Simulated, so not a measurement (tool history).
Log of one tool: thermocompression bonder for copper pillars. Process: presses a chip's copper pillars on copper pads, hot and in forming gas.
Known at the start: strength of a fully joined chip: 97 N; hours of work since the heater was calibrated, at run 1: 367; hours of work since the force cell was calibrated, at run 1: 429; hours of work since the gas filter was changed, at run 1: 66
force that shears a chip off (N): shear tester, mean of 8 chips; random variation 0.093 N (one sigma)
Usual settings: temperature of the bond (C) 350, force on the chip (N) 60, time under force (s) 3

| run | hour | temperature of the bond (C) | force on the chip (N) | time under force (s) | hours of work since the heater was calibrated | hours of work since the force cell was calibrated | hours of work since the gas filter was changed | force that shears a chip off (N) |
|---|---|---|---|---|---|---|---|---|
| 1 | 0.0 | 350 | 60 | 3 | 367 | 429 | 66 | 68.40 |
| 2 | 53.3 | 341 | 60 | 3 | 401 | 463 | 100 | 64.94 |
|  | 85.5 | forming gas filter changed |
| 3 | 95.5 | 330 | 60 | 3 | 428 | 490 | 6 | 61.93 |
| 4 | 156.2 | 371 | 60 | 3 | 467 | 528 | 45 | 75.65 |
| 5 | 196.9 | 371 | 60 | 3 | 493 | 554 | 71 | 75.40 |
| 6 | 231.3 | 371 | 60 | 3 | 515 | 576 | 93 | 74.88 |
|  | 238.9 | force cell calibrated |
|  | 275.9 | forming gas filter changed |
| 7 | 297.6 | 371 | 60 | 2 | 556 | 37 | 14 | 69.32 |
| 8 | 354.9 | 371 | 82 | 2 | 592 | 74 | 50 | 81.73 |
| 9 | 396.5 | 371 | 82 | 2 | 619 | 100 | 77 | 81.16 |
|  | 466.4 | forming gas filter changed |
| 10 | 466.4 | 371 | 82 | 2 | 663 | 144 | 0 | 82.26 |
| 11 | 499.8 | 350 | 60 | 3 | 684 | 166 | 21 | 69.06 |
| 12 | 531.4 | 379 | 83 | 3 | 705 | 186 | 42 | 88.52 |
|  | 544.3 | force cell calibrated, once more |
| 13 | 564.7 | 354 | 40 | 6 | 725 | 13 | 62 | 64.62 |
| 14 | 611.1 | 354 | 40 | 6 | 754 | 43 | 91 | 64.37 |
| 15 | 642.0 | 347 | 60 | 3 | 774 | 62 | 111 | 68.16 |
|  | 659.4 | forming gas filter changed |
| 16 | 693.2 | 365 | 60 | 3 | 806 | 95 | 22 | 75.22 |
| 17 | 751.5 | 365 | 60 | 3 | 844 | 132 | 59 | 74.66 |
| 18 | 813.1 | 354 | 60 | 3 | 883 | 171 | 98 | 70.46 |

Forecast each of these 3 alternatives for the next run:
|  | 848.8 | forming gas filter changed |
| A | 879.6 | 337 | 60 | 2 | 925 | 213 | 20 | ? |
|  | 848.8 | forming gas filter changed |
| B | 879.6 | 336 | 60 | 2 | 925 | 213 | 20 | ? |
|  | 848.8 | forming gas filter changed |
| C | 879.6 | 323 | 60 | 8 | 925 | 213 | 20 | ? |

| run | force that shears a chip off (N) |
|---|---|
| A | 58.74 |
| B | 58.30 |
| C | 77.24 |
Without the tool's hidden state the same runs would have given:
| run | force that shears a chip off (N) |
|---|---|
| A | 57.60 |
| B | 57.16 |
| C | 76.27 |
